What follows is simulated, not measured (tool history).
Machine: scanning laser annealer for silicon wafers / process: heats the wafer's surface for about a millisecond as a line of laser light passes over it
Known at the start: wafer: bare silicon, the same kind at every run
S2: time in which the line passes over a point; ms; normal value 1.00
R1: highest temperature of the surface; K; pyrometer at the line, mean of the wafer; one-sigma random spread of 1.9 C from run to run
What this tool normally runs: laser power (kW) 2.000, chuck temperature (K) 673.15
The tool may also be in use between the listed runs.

Run 1, day 0.000: usual settings. Result: R1 1419.15 K.
Run 2, day 0.608: usual settings. Result: R1 1417.15 K.
Run 3, day 0.962: usual settings. Result: R1 1420.15 K.
Run 4, day 1.342: usual settings but S2 0.80 ms. Result: R1 1330.15 K.
Run 5, day 1.979: usual settings but S2 0.80 ms. Result: R1 1327.15 K.
At day 2.512: optics aligned, line set to its width.
Run 6, day 2.592: usual settings but S2 1.12 ms, chuck temperature (K) 709.15. Result: R1 1519.15 K.
At day 2.712: window over the wafer cleaned.
Run 7, day 3.196: usual settings but laser power (kW) 1.936, S2 1.12 ms, chuck temperature (K) 669.15. Result: R1 1443.15 K.
Run 8, day 3.754: usual settings but laser power (kW) 1.993, S2 0.94 ms, chuck temperature (K) 669.15. Result: R1 1396.15 K.
Run 9, day 4.092: usual settings but S2 0.89 ms. Result: R1 1379.15 K.
At day 4.208: window over the wafer cleaned, once more.
Run 10, day 4.583: usual settings but S2 0.89 ms. Result: R1 1387.15 K.

Each row is a separate what-if for the run after 10, all from the same tool condition, not one after another. Results?
Run A, day 5.179: usual settings but S2 1.13 ms. Result: R1 ?.
Run B, day 5.179: usual settings but laser power (kW) 1.975. Result: R1 ?.
Run C, day 5.179: usual settings but laser power (kW) 1.929, S2 0.89 ms. Result: R1 ?.
Run D, day 5.179: usual settings but S2 0.92 ms. Result: R1 ?.
Run E, day 5.179: usual settings but S2 0.78 ms. Result: R1 ?.

run       R1
  A  1493.15
  B  1425.15
  C  1357.15
  D  1400.15
  E  1334.15
Take away the tool's hidden state, keep each run's random variation, and the runs would have read:
run       R1
  A  1499.15
  B  1431.15
  C  1362.15
  D  1405.15
  E  1339.15

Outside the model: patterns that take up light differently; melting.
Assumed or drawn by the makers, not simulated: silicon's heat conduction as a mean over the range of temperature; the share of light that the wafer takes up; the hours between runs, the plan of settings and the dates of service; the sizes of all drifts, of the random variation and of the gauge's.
